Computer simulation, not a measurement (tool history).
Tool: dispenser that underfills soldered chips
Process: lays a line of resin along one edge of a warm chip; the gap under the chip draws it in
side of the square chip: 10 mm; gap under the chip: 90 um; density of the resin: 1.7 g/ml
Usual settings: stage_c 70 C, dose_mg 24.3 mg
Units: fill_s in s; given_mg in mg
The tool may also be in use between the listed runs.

{"run": 1, "day": 0.0, "stage_c": 70, "dose_mg": 24.3, "fill_s": 119.7, "given_mg": 24.38}
{"run": 2, "day": 0.096, "stage_c": 70, "dose_mg": 24.3, "fill_s": 131.1, "given_mg": 24.26}
{"day": 0.242, "done": "new syringe of resin"}
{"run": 3, "day": 0.246, "stage_c": 70, "dose_mg": 24.3, "fill_s": 90.1, "given_mg": 24.32}
{"run": 4, "day": 0.338, "stage_c": 70, "dose_mg": 24.3, "fill_s": 99.7, "given_mg": 24.19}
{"run": 5, "day": 0.421, "stage_c": 70, "dose_mg": 24.3, "fill_s": 109.0, "given_mg": 24.2}
{"run": 6, "day": 0.583, "stage_c": 70, "dose_mg": 24.3, "fill_s": 128.6, "given_mg": 24.33}
{"day": 0.729, "done": "new syringe of resin"}
{"run": 7, "day": 0.758, "stage_c": 70, "dose_mg": 24.3, "fill_s": 93.0, "given_mg": 24.14}
{"run": 8, "day": 0.875, "stage_c": 70, "dose_mg": 24.3, "fill_s": 106.1, "given_mg": 24.25}
{"run": 9, "day": 1.017, "stage_c": 70, "dose_mg": 24.3, "fill_s": 123.2, "given_mg": 24.19}
{"run": 10, "day": 1.108, "stage_c": 66, "dose_mg": 24.3, "fill_s": 160.5, "given_mg": 23.88}
{"day": 1.204, "done": "new syringe of resin"}
{"run": 11, "day": 1.288, "stage_c": 70, "dose_mg": 21.6, "fill_s": 103.0, "given_mg": 21.27}
{"run": 12, "day": 1.45, "stage_c": 70, "dose_mg": 24.3, "fill_s": 121.5, "given_mg": 24.07}
{"run": 13, "day": 1.538, "stage_c": 70, "dose_mg": 24.3, "fill_s": 130.4, "given_mg": 23.84}
{"run": 14, "day": 1.654, "stage_c": 70, "dose_mg": 24.3, "fill_s": 148.1, "given_mg": 23.96}
{"day": 1.692, "done": "new syringe of resin"}
{"run": 15, "day": 1.838, "stage_c": 70, "dose_mg": 24.3, "fill_s": 104.4, "given_mg": 23.8}
{"run": 16, "day": 2.012, "stage_c": 82, "dose_mg": 27.9, "fill_s": 76.1, "given_mg": 27.29}
{"run": 17, "day": 2.1, "stage_c": 63, "dose_mg": 21.6, "fill_s": 195.8, "given_mg": 21.2}
{"day": 2.167, "done": "new syringe of resin"}
{"run": 18, "day": 2.292, "stage_c": 63, "dose_mg": 21.6, "fill_s": 142.0, "given_mg": 20.87}
{"run": 19, "day": 2.488, "stage_c": 56, "dose_mg": 27.2, "fill_s": 235.3, "given_mg": 26.4}
{"day": 2.638, "done": "new syringe of resin"}
{"run": 20, "day": 2.654, "stage_c": 56, "dose_mg": 27.2, "fill_s": 174.5, "given_mg": 26.39}
{"run": 21, "day": 2.788, "stage_c": 75, "dose_mg": 23.0, "fill_s": 87.1, "given_mg": 22.28}
{"run": 22, "day": 2.938, "stage_c": 56, "dose_mg": 22.1, "fill_s": 241.2, "given_mg": 21.39}
{"day": 3.108, "done": "new syringe of resin"}
{"run": 23, "day": 3.15, "stage_c": 67, "dose_mg": 24.3, "fill_s": 110.5, "given_mg": 23.72}
{"run": 24, "day": 3.325, "stage_c": 67, "dose_mg": 24.3, "fill_s": 131.7, "given_mg": 23.39}
{"run": 25, "day": 3.475, "stage_c": 67, "dose_mg": 24.3, "fill_s": 155.2, "given_mg": 23.47}
{"day": 3.592, "done": "new syringe of resin"}
{"run": 26, "day": 3.642, "stage_c": 73, "dose_mg": 21.4, "fill_s": 86.8, "given_mg": 20.65}
{"run": 27, "day": 3.817, "stage_c": 61, "dose_mg": 23.2, "fill_s": 175.2, "given_mg": 22.14}

Hidden state or all else? Some run-to-run changes of fill_s, split into what the settings, what came in and random variation would give without the hidden state, and what is left for the hidden state (with any gauge scatter that isn't in both results):
The hidden state here: resin's viscosity, % of fresh resin's; dose that the valve gives, % of what is set; true chip temperature over the reading, C; drift of the gauge itself on fill_s, %; drift of the gauge itself on given_mg, %.
Run 19 -> 20: new syringe of resin. fill_s -60.8 s: hidden state -62.9, all else +2.1.
Run 21 -> 22: stage_c 75 -> 56, dose_mg 23.0 -> 22.1. fill_s +154.1 s: hidden state +54.2, all else +99.9.
Run 22 -> 23: stage_c 56 -> 67, dose_mg 22.1 -> 24.3, new syringe of resin. fill_s -130.7 s: hidden state -61.4, all else -69.3.

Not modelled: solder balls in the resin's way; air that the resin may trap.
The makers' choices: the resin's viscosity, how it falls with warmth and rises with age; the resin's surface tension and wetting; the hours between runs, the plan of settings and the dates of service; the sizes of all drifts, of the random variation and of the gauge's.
